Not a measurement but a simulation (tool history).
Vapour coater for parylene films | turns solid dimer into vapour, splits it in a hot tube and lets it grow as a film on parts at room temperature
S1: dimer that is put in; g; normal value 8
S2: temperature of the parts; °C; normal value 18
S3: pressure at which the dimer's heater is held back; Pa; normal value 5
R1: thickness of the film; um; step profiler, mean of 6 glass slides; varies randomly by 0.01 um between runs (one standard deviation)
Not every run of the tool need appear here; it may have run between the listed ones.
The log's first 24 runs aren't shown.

run	hour	S1	S2	S3	R1
25	847.2	4	18	5	0.56
26	884.4	4	18	5	0.57
27	905.9	12	24	5	1.35
28	938.6	10	26	8.92	0.93
29	989.5	10	26	8.92	0.94
30	1039.3	4	15	8.92	0.58
31	1070.7	8	11	10.17	1.36
# hour 1107.7: trap's valve overhauled
32	1118.2	5	11	10.17	0.88
33	1163.5	5	11	10.17	0.89
34	1202.3	5	13	5.93	0.88
35	1232.6	5	13	5.93	0.88
36	1270.7	5	11	10.99	0.87
37	1316.1	5	11	10.99	0.85
38	1338.2	5	11	10.99	0.85
39	1378.2	4	18	10.59	0.53
40	1425.8	4	14	11.76	0.6
41	1476.9	4	14	11.76	0.6
42	1510.4	4	14	11.76	0.6
43	1534.1	11	14	7.95	1.76
44	1583.7	8	28	7.62	0.77
45	1633.4	8	28	4.74	0.8
46	1666.9	8	28	4.74	0.8
47	1704.9	8	28	2.78	0.87
48	1739.4	8	28	2.78	0.85

Predict each of these 3 candidate next runs independently; none follows another, all start after run 48:
A	1782.9	8	23	10.65	?
B	1782.9	11	17	2.12	?
C	1782.9	9	17	5	?

run	R1
A	0.86
B	1.88
C	1.36
With no hidden state in the tool, these same runs would have given:
run	R1
A	0.88
B	1.93
C	1.39
